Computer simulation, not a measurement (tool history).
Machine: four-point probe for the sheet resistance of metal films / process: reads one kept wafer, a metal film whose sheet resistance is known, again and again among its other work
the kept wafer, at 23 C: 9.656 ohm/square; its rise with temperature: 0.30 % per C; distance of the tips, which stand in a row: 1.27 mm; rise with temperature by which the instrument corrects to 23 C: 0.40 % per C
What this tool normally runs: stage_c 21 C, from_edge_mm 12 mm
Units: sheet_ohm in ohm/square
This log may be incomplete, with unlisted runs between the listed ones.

Run 1, day 0.000: usual settings. Result: sheet_ohm 9.730788 ohm/square.
Run 2, day 0.862: usual settings. Result: sheet_ohm 9.739183 ohm/square.
Run 3, day 1.492: usual settings. Result: sheet_ohm 9.734014 ohm/square.
Run 4, day 2.896: usual settings but from_edge_mm 10 mm. Result: sheet_ohm 9.756880 ohm/square.
Run 5, day 3.783: usual settings but from_edge_mm 10 mm. Result: sheet_ohm 9.761182 ohm/square.
Run 6, day 5.188: usual settings but stage_c 33 C. Result: sheet_ohm 9.622420 ohm/square.
Run 7, day 6.196: usual settings but stage_c 33 C. Result: sheet_ohm 9.624388 ohm/square.
Run 8, day 6.779: usual settings but stage_c 33 C. Result: sheet_ohm 9.625007 ohm/square.
Run 9, day 7.667: usual settings but stage_c 33 C. Result: sheet_ohm 9.624681 ohm/square.
Run 10, day 8.625: usual settings but stage_c 33 C. Result: sheet_ohm 9.624734 ohm/square.
Run 11, day 9.883: usual settings but stage_c 33 C. Result: sheet_ohm 9.626433 ohm/square.
Run 12, day 11.021: usual settings. Result: sheet_ohm 9.732133 ohm/square.
Run 13, day 12.342: usual settings but from_edge_mm 6 mm. Result: sheet_ohm 9.902018 ohm/square.
Run 14, day 13.254: usual settings. Result: sheet_ohm 9.732015 ohm/square.
Run 15, day 14.196: usual settings. Result: sheet_ohm 9.733548 ohm/square.
Run 16, day 15.350: usual settings but stage_c 34 C. Result: sheet_ohm 9.613632 ohm/square.
Run 17, day 16.004: usual settings but stage_c 34 C. Result: sheet_ohm 9.616945 ohm/square.
Run 18, day 16.742: usual settings but stage_c 34 C. Result: sheet_ohm 9.615670 ohm/square.
Run 19, day 17.600: usual settings but stage_c 34 C. Result: sheet_ohm 9.616041 ohm/square.
Run 20, day 18.300: usual settings but stage_c 34 C. Result: sheet_ohm 9.619924 ohm/square.
Run 21, day 19.183: usual settings. Result: sheet_ohm 9.735200 ohm/square.
Run 22, day 20.333: usual settings. Result: sheet_ohm 9.730120 ohm/square.
Run 23, day 21.588: usual settings but stage_c 19 C, from_edge_mm 35 mm. Result: sheet_ohm 9.702740 ohm/square.
Run 24, day 22.733: usual settings but stage_c 22 C, from_edge_mm 61 mm. Result: sheet_ohm 9.669730 ohm/square.
Run 25, day 23.862: usual settings but stage_c 22 C, from_edge_mm 61 mm. Result: sheet_ohm 9.665548 ohm/square.
Run 26, day 24.525: usual settings but stage_c 22 C, from_edge_mm 61 mm. Result: sheet_ohm 9.670277 ohm/square.
Run 27, day 25.783: usual settings but stage_c 31 C, from_edge_mm 71 mm. Result: sheet_ohm 9.584643 ohm/square.
Run 28, day 26.938: usual settings but from_edge_mm 4 mm. Result: sheet_ohm 10.170476 ohm/square.
Run 29, day 27.538: usual settings but stage_c 19 C, from_edge_mm 24 mm. Result: sheet_ohm 9.709189 ohm/square.
Run 30, day 28.175: usual settings but stage_c 20 C, from_edge_mm 9 mm. Result: sheet_ohm 9.785623 ohm/square.
Run 31, day 28.883: usual settings but stage_c 24 C, from_edge_mm 6 mm. Result: sheet_ohm 9.872730 ohm/square.
Run 32, day 30.050: usual settings but stage_c 23 C, from_edge_mm 65 mm. Result: sheet_ohm 9.654704 ohm/square.
Run 33, day 31.054: usual settings but stage_c 19 C, from_edge_mm 8 mm. Result: sheet_ohm 9.824326 ohm/square.
Run 34, day 31.975: usual settings but stage_c 31 C, from_edge_mm 11 mm. Result: sheet_ohm 9.652747 ohm/square.
Run 35, day 33.100: usual settings but stage_c 22 C, from_edge_mm 45 mm. Result: sheet_ohm 9.672949 ohm/square.
Run 36, day 33.704: usual settings but stage_c 24 C, from_edge_mm 27 mm. Result: sheet_ohm 9.656413 ohm/square.
Run 37, day 35.142: usual settings but stage_c 24 C, from_edge_mm 27 mm. Result: sheet_ohm 9.659683 ohm/square.
Run 38, day 35.792: usual settings but stage_c 20 C, from_edge_mm 22 mm. Result: sheet_ohm 9.699449 ohm/square.
Run 39, day 36.488: usual settings but from_edge_mm 4 mm. Result: sheet_ohm 10.175428 ohm/square.
Run 40, day 37.883: usual settings but stage_c 20 C, from_edge_mm 5 mm. Result: sheet_ohm 10.011574 ohm/square.
Run 41, day 39.121: usual settings but stage_c 20 C, from_edge_mm 5 mm. Result: sheet_ohm 10.007529 ohm/square.
Run 42, day 39.938: usual settings but stage_c 33 C, from_edge_mm 58 mm. Result: sheet_ohm 9.571172 ohm/square.
Run 43, day 41.067: usual settings but stage_c 33 C, from_edge_mm 58 mm. Result: sheet_ohm 9.569015 ohm/square.
Run 44, day 42.496: usual settings but stage_c 34 C, from_edge_mm 6 mm. Result: sheet_ohm 9.781856 ohm/square.

5 ways to go on from here, each from the tool as it stands after run 44. What would each give?
Run A, day 43.575: usual settings but stage_c 29 C, from_edge_mm 29 mm. Result: sheet_ohm ?.
Run B, day 43.575: usual settings but stage_c 24 C, from_edge_mm 11 mm. Result: sheet_ohm ?.
Run C, day 43.575: usual settings but stage_c 24 C, from_edge_mm 4 mm. Result: sheet_ohm ?.
Run D, day 43.575: usual settings but stage_c 24 C, from_edge_mm 44 mm. Result: sheet_ohm ?.
Run E, day 43.575: usual settings but stage_c 26 C. Result: sheet_ohm ?.

run  sheet_ohm
  A   9.613119
  B   9.718038
  C  10.140176
  D   9.652145
  E   9.685861
With no hidden state in the tool, these same runs would have given:
run  sheet_ohm
  A   9.612982
  B   9.717901
  C  10.140034
  D   9.652009
  E   9.685724
